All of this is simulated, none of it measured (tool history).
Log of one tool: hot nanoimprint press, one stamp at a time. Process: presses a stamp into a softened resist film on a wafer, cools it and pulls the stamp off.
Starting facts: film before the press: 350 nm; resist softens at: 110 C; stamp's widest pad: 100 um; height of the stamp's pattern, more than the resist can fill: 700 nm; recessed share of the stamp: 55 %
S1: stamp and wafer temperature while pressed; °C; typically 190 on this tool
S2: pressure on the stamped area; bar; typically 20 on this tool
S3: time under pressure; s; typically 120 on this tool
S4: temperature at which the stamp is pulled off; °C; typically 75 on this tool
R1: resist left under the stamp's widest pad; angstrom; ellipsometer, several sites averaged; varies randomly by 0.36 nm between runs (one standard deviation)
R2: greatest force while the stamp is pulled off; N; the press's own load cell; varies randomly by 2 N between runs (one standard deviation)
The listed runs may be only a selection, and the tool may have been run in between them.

| run | hour | S1 | S2 | S3 | S4 | R1 | R2 |
|---|---|---|---|---|---|---|---|
| 1 | 0 | 190 | 20 | 120 | 75 | 1455 | 183 |
| 2 | 31 | 190 | 20 | 120 | 64 | 1453 | 210 |
| 3 | 66.1 | 190 | 20 | 120 | 64 | 1458 | 206 |
| 4 | 83.6 | 190 | 20 | 73 | 75 | 1760 | 187 |
| 5 | 120.5 | 190 | 20 | 73 | 75 | 1758 | 188 |
|  | 137.5 | plate thermocouple calibrated |
|  | 158.3 | stamp cleaned and given a new release coat |
| 6 | 159.9 | 190 | 20 | 73 | 75 | 1763 | 186 |
| 7 | 178.7 | 190 | 20 | 73 | 75 | 1765 | 181 |
| 8 | 208.2 | 190 | 20 | 73 | 75 | 1771 | 185 |
| 9 | 226.9 | 189 | 14.4 | 81 | 75 | 1972 | 182 |
| 10 | 249.6 | 194 | 14.4 | 81 | 65 | 1768 | 210 |
| 11 | 271.1 | 183 | 14.4 | 81 | 65 | 2255 | 205 |

Forecast each of these 5 alternatives for the next run:
| A | 298 | 183 | 21.3 | 120 | 75 | ? | ? |
| B | 298 | 183 | 21.3 | 81 | 65 | ? | ? |
| C | 298 | 183 | 17.2 | 81 | 75 | ? | ? |
| D | 298 | 183 | 14.4 | 81 | 77 | ? | ? |
| E | 298 | 181 | 20 | 120 | 64 | ? | ? |

| run | R1 | R2 |
|---|---|---|
| A | 1724 | 186 |
| B | 1968 | 206 |
| C | 2125 | 184 |
| D | 2257 | 180 |
| E | 1863 | 207 |
What these runs would have given with no unlogged condition in the tool:
| run | R1 | R2 |
|---|---|---|
| A | 1716 | 185 |
| B | 1959 | 205 |
| C | 2115 | 184 |
| D | 2248 | 180 |
| E | 1854 | 206 |

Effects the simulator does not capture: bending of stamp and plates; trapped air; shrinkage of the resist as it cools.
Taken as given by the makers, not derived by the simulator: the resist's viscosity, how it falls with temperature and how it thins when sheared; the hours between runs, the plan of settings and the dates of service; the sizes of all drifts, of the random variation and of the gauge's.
